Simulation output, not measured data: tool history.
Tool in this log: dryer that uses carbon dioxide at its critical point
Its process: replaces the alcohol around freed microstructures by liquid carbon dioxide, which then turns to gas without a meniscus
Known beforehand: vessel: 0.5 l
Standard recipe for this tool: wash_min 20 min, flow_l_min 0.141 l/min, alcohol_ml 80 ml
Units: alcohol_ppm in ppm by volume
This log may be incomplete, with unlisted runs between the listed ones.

run	day	wash_min	flow_l_min	alcohol_ml	alcohol_ppm
1	0.000	20	0.141	80	3474
2	1.183	20	0.216	80	414
3	2.000	26	0.216	80	103
4	2.696	26	0.173	80	376
5	3.842	13	0.173	80	7413
6	4.717	20	0.093	80	14490
7	5.496	20	0.093	80	14511
8	6.683	20	0.093	80	14926
9	7.288	20	0.093	80	14414
10	7.792	20	0.099	80	12296
11	8.458	20	0.099	26	4081
12	9.317	20	0.099	26	4305
13	10.146	20	0.141	80	4133
14	11.208	20	0.141	80	4089
# day 11.417: inlet filter changed
15	12.396	20	0.108	80	8480
16	13.479	20	0.141	80	3245
17	14.029	25	0.141	80	1282
18	14.817	25	0.141	80	1305
19	15.346	20	0.141	80	3389
20	16.217	20	0.141	80	3437
21	17.038	20	0.141	80	3466
22	17.967	14	0.141	80	10876
23	18.458	26	0.141	80	1145
24	19.112	20	0.100	80	11504
25	20.042	20	0.100	80	11748
26	20.762	15	0.141	80	9391
27	21.904	19	0.206	23	266
28	22.821	19	0.195	29	405
29	23.921	20	0.135	22	1296
30	25.062	20	0.187	36	498
31	26.192	20	0.148	80	3150
32	27.175	26	0.206	23	95
33	27.829	23	0.168	90	1145
34	28.817	22	0.156	25	606
35	29.779	20	0.141	87	4609
# day 30.150: inlet filter changed
36	30.475	23	0.233	87	127
37	31.296	16	0.110	43	7754
38	32.283	13	0.149	43	5828
39	32.829	24	0.191	80	287
40	33.821	20	0.221	63	285
41	34.383	13	0.141	90	14232
42	35.171	16	0.138	80	7630
43	36.258	30	0.103	71	2389
44	37.038	14	0.141	80	10841
45	37.942	20	0.192	55	580

Branching from run 45: 3 alternative next runs. What would each branch give?
A	38.912	19	0.193	38	?
B	38.912	20	0.092	55	?
C	38.912	22	0.201	66	?

run	alcohol_ppm
A	543
B	9873
C	335
The same runs, with their run-to-run variation unchanged, on a tool lacking any hidden condition would have given:
run	alcohol_ppm
A	400
B	8972
C	217
